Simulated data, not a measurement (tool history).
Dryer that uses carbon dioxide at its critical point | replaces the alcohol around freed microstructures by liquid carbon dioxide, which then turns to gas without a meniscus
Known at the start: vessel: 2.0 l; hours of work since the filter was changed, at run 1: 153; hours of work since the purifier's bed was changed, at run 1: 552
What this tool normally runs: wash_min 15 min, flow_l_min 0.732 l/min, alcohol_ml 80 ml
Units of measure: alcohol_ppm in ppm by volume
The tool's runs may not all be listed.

run,day,wash_min,flow_l_min,alcohol_ml,hours of work since the filter was changed,hours of work since the purifier's bed was changed,alcohol_ppm
1,0,15,0.732,80,153,552,347
2,0.95,18,0.732,80,166,566,217
3,2.121,18,0.732,80,183,582,217
4,3.079,18,0.732,80,196,595,228
5,4.354,18,0.732,80,214,613,222
6,6.004,15,0.732,80,236,636,391
7,7.112,15,0.807,43,252,651,230
8,8.117,15,1.08,108,266,665,186
9,9.129,15,0.719,74,280,679,425
10,10.275,15,0.806,42,295,695,234
11,11.283,15,0.806,42,309,709,232

Consider 5 possible next runs. They are alternatives, not a sequence: every one starts from the tool as it was left by run 11. What does each give?
A,12.542,15,0.619,42,327,726,?
B,12.542,15,0.905,80,327,726,?
C,12.542,10,0.806,42,327,726,?
D,12.542,17,0.762,80,327,726,?
E,12.542,10,0.958,60,327,726,?

run,alcohol_ppm
A,503
B,251
C,755
D,289
E,585
With the hidden condition removed and each run's random variation left untouched, the same runs would have given:
run,alcohol_ppm
A,223
B,55
C,405
D,77
E,271
